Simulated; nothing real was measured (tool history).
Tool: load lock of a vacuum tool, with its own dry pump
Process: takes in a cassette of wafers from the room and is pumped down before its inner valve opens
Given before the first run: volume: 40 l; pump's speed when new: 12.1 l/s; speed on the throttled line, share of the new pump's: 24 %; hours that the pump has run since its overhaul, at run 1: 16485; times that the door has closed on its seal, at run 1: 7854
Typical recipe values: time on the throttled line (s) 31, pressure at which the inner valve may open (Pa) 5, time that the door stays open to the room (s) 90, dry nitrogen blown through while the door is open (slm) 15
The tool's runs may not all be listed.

| run | hour | time on the throttled line (s) | pressure at which the inner valve may open (Pa) | time that the door stays open to the room (s) | dry nitrogen blown through while the door is open (slm) | hours that the pump has run since its overhaul | times that the door has closed on its seal | incoming humidity of the room's air, % | time from the closed door until the inner valve may open (s) | rise of the pressure with all valves shut (Pa/min) |
|---|---|---|---|---|---|---|---|---|---|---|
| 1 | 0 | 31 | 5 | 90 | 15 | 16485 | 7854 | 46.3 | 56.7 | 0.055 |
| 2 | 656.3 | 31 | 5 | 90 | 15 | 17141 | 8617 | 46.1 | 56.7 | 0.058 |
| 3 | 1007.2 | 31 | 5 | 57 | 15 | 17492 | 9025 | 46.3 | 57.1 | 0.046 |
| 4 | 1455.9 | 31 | 5 | 57 | 15 | 17941 | 9546 | 49.1 | 57.1 | 0.052 |
| 5 | 2039 | 31 | 5 | 57 | 15 | 18524 | 10224 | 45.5 | 56.5 | 0.043 |
| 6 | 2649.4 | 31 | 5 | 57 | 15 | 19134 | 10933 | 41.9 | 56.8 | 0.036 |
| 7 | 3118.2 | 31 | 5 | 57 | 15 | 19603 | 11478 | 45.9 | 56.8 | 0.044 |
| 8 | 3750.5 | 31 | 5 | 57 | 15 | 20235 | 12213 | 42.2 | 56.8 | 0.042 |
| 9 | 4380.3 | 31 | 5 | 164 | 15 | 20865 | 12945 | 41.9 | 56.6 | 0.06 |
|  | 4483.9 | dry pump taken out, an overhauled one fitted |
| 10 | 4814.2 | 31 | 5 | 164 | 15 | 330 | 13442 | 46.1 | 56.6 | 0.069 |
| 11 | 5161.7 | 31 | 5 | 164 | 15 | 678 | 13846 | 45.9 | 56.7 | 0.068 |
| 12 | 5433.3 | 31 | 5 | 28 | 15 | 949 | 14162 | 49.1 | 57.9 | 0.034 |
| 13 | 5722.7 | 31 | 5 | 28 | 15 | 1239 | 14498 | 43.9 | 56.3 | 0.032 |
| 14 | 6008.5 | 31 | 4 | 90 | 15 | 1525 | 14830 | 41.6 | 57.3 | 0.049 |
| 15 | 6437.2 | 31 | 8 | 90 | 15 | 1953 | 15328 | 42.1 | 55.1 | 0.046 |
| 16 | 7030.4 | 27 | 7 | 90 | 19 | 2547 | 16018 | 42.6 | 52.8 | 0.043 |
| 17 | 7685.5 | 20 | 9 | 93 | 16 | 3202 | 16779 | 48.5 | 46.7 | 0.054 |
| 18 | 8134.2 | 18 | 8 | 48 | 15 | 3650 | 17300 | 42.9 | 44.9 | 0.042 |
| 19 | 8539.1 | 18 | 8 | 48 | 15 | 4055 | 17771 | 44.3 | 45.3 | 0.04 |
| 20 | 9114.1 | 17 | 7 | 213 | 15 | 4630 | 18439 | 47.9 | 44.7 | 0.079 |
| 21 | 9387.7 | 17 | 6 | 213 | 15 | 4904 | 18757 | 43.6 | 45.9 | 0.073 |
| 22 | 9921.1 | 31 | 4 | 59 | 15 | 5437 | 19377 | 44.9 | 57.8 | 0.05 |
| 23 | 10354.1 | 19 | 8 | 64 | 6 | 5870 | 19880 | 44.8 | 46.8 | 0.062 |
| 24 | 10815.8 | 19 | 8 | 64 | 6 | 6332 | 20417 | 43.1 | 46.2 | 0.069 |
| 25 | 11101.8 | 35 | 6 | 64 | 42 | 6618 | 20749 | 43.4 | 59.1 | 0.026 |
| 26 | 11418.9 | 31 | 7 | 90 | 29 | 6935 | 21118 | 45.7 | 55.6 | 0.04 |
| 27 | 11859.9 | 31 | 7 | 90 | 29 | 7376 | 21630 | 46.2 | 55.5 | 0.046 |

Forecast each of these 3 alternatives for the next run:
| A | 12193.8 | 31 | 7 | 57 | 29 | 7710 | 22019 | 46.6 | ? | ? |
| B | 12193.8 | 35 | 6 | 41 | 29 | 7710 | 22019 | 46.9 | ? | ? |
| C | 12193.8 | 31 | 5 | 29 | 19 | 7710 | 22019 | 45.3 | ? | ? |

| run | time from the closed door until the inner valve may open (s) | rise of the pressure with all valves shut (Pa/min) |
|---|---|---|
| A | 55.2 | 0.035 |
| B | 59.6 | 0.027 |
| C | 55.8 | 0.034 |
Had the tool no hidden state, the same runs would have come out as:
| run | time from the closed door until the inner valve may open (s) | rise of the pressure with all valves shut (Pa/min) |
|---|---|---|
| A | 55.2 | 0.034 |
| B | 59.6 | 0.026 |
| C | 55.8 | 0.033 |
